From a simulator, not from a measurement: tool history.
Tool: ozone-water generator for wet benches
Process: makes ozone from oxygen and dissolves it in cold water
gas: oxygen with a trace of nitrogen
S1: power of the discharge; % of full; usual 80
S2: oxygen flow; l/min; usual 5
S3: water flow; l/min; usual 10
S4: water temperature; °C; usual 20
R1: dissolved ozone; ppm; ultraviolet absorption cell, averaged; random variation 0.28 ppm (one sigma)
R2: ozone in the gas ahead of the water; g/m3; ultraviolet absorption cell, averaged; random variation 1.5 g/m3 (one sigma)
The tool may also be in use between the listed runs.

run	hour	S1	S2	S3	S4	R1	R2
1	0	80	5	10	20	43.4	282.5
2	48.3	80	5	9	20	46	284.8
3	112.6	80	5	10	20	43.3	284.7
4	156.4	80	5	10	20	43.2	284.1
5	199.1	80	5	10	18	44.9	278.6
6	266.3	80	5	10	18	44.8	278.4
7	330.3	80	5	10	20	43.3	280.2
8	369.5	80	5	10	20	43.4	278.5
9	412.6	80	5	10	20	43.9	280.6
10	471.7	83	5	10	20	44.5	282.7
11	516.6	80	5	10	20	43.3	275.4
12	595.1	80	5	7	20	51.7	277.7
13	651.5	80	5	7	20	52.4	275.6
14	711.1	80	5	10	20	43.2	273.6
15	769.5	80	5	10	20	43.8	275.7
16	822.3	80	5	10	20	43.8	275.5
# hour 827.8: gauge calibrated
17	885.9	80	5	10	20	42.9	279.2
18	927.3	80	5	10	20	43.3	277.4
19	996.3	50	3.58	10	20	31.7	237.3
20	1050.7	50	4.55	10	20	32.4	218.6
# hour 1070.1: contactor cleaned
21	1115.4	50	4.55	10	20	32.6	215.3
22	1167.2	77	5	10	14	47.5	272.8
23	1245.7	77	5	10	14	47.6	274.8
24	1310.9	80	5	7	20	52.8	277.8
25	1369.2	80	5	7	20	51.7	278.6
26	1441.6	80	5	7	20	51.7	275.7
27	1492.6	80	5	7	20	52.1	274.9
28	1573.5	80	5	7	20	51.6	277.9

4 ways to go on from here, each from the tool as it stands after run 28. What would each give?
A	1630.2	95	5	13	20	?	?
B	1630.2	80	5	10	27	?	?
C	1630.2	80	5	6	20	?	?
D	1630.2	78	5	12	14	?	?

run	R1	R2
A	41.2	305.9
B	37.3	272.4
C	55.5	274.4
D	42.6	269.8
Without the tool's hidden state the same runs would have given:
run	R1	R2
A	41.3	314.8
B	37.4	280.3
C	55.7	282.3
D	42.8	277.6
